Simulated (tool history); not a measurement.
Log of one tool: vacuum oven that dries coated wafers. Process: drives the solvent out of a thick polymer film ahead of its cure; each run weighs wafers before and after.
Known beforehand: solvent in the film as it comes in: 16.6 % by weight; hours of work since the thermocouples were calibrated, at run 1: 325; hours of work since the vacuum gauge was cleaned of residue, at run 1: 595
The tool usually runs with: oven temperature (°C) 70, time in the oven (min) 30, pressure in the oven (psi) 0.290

| run | hour | oven temperature (°C) | time in the oven (min) | pressure in the oven (psi) | hours of work since the thermocouples were calibrated | hours of work since the vacuum gauge was cleaned of residue | solvent left in the film (%) |
|---|---|---|---|---|---|---|---|
| 1 | 0.0 | 70 | 30 | 0.290 | 325 | 595 | 3.15 |
| 2 | 39.5 | 70 | 30 | 0.290 | 352 | 621 | 3.22 |
| 3 | 69.8 | 70 | 30 | 0.290 | 372 | 642 | 3.21 |
| 4 | 103.1 | 70 | 22 | 0.290 | 395 | 664 | 4.52 |
| 5 | 125.1 | 70 | 22 | 0.290 | 410 | 679 | 4.49 |
| 6 | 163.5 | 70 | 30 | 0.290 | 436 | 705 | 3.22 |
| 7 | 214.5 | 70 | 43 | 0.290 | 470 | 740 | 2.18 |
| 8 | 245.6 | 70 | 43 | 0.290 | 491 | 761 | 2.20 |
| 9 | 269.9 | 70 | 43 | 0.290 | 508 | 777 | 2.16 |
| 10 | 296.9 | 59 | 53 | 0.328 | 526 | 795 | 5.68 |
| 11 | 338.6 | 70 | 15 | 0.722 | 554 | 824 | 7.48 |
| 12 | 384.7 | 70 | 15 | 0.722 | 585 | 855 | 7.47 |

Forecast each of these 5 alternatives for the next run:
| A | 427.0 | 67 | 30 | 0.247 | 614 | 883 | ? |
| B | 427.0 | 84 | 40 | 0.722 | 614 | 883 | ? |
| C | 427.0 | 70 | 15 | 0.193 | 614 | 883 | ? |
| D | 427.0 | 62 | 29 | 0.194 | 614 | 883 | ? |
| E | 427.0 | 70 | 43 | 0.334 | 614 | 883 | ? |

| run | solvent left in the film (%) |
|---|---|
| A | 4.23 |
| B | 1.72 |
| C | 6.11 |
| D | 6.48 |
| E | 2.33 |
Without the tool's hidden state the same runs would have given:
| run | solvent left in the film (%) |
|---|---|
| A | 4.21 |
| B | 1.71 |
| C | 6.09 |
| D | 6.46 |
| E | 2.31 |

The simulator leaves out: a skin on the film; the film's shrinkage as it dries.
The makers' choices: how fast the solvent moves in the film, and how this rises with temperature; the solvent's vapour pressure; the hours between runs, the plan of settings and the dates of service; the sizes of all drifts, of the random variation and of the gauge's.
